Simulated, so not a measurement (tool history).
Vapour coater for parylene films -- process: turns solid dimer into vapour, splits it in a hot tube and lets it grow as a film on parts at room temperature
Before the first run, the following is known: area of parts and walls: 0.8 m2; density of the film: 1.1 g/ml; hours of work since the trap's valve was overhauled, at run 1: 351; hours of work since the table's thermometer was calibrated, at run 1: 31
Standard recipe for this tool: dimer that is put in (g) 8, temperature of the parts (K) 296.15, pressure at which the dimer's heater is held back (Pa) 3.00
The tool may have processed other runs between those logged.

run	hour	dimer that is put in (g)	temperature of the parts (K)	pressure at which the dimer's heater is held back (Pa)	hours of work since the trap's valve was overhauled	hours of work since the table's thermometer was calibrated	thickness of the film (um)
1	0.0	8	296.15	3.00	351	31	5.16
2	39.8	8	303.15	3.00	386	66	3.71
3	76.0	8	296.15	3.00	418	98	5.04
# hour 127.1: trap's valve overhauled
4	132.6	8	296.15	3.00	5	144	5.72
5	159.5	8	296.15	3.00	28	168	5.58
6	198.6	8	296.15	3.00	63	202	5.57
7	245.3	8	296.15	3.00	104	243	5.60
# hour 251.1: table's thermometer calibrated
8	277.8	4	296.15	3.00	131	23	2.75
9	312.1	4	296.15	5.43	161	53	2.59
10	364.3	4	300.15	5.43	207	99	2.20
11	389.0	6	296.15	3.00	229	121	3.89
# hour 434.0: table's thermometer calibrated, once more
12	442.7	8	306.15	2.76	275	8	3.43
13	492.8	8	306.15	2.76	319	52	3.39
14	542.0	6	295.15	3.00	362	95	4.10

Each row is a separate what-if for the run after 14, all from the same tool condition, not one after another. Results?
A	589.0	9	292.15	2.32	403	136	?
B	589.0	13	299.15	9.61	403	136	?
C	589.0	11	307.15	3.00	403	136	?

run	thickness of the film (um)
A	6.81
B	6.76
C	4.29
Stripped of hidden state, with their random variation kept, the same runs would have yielded:
run	thickness of the film (um)
A	7.78
B	7.72
C	4.90
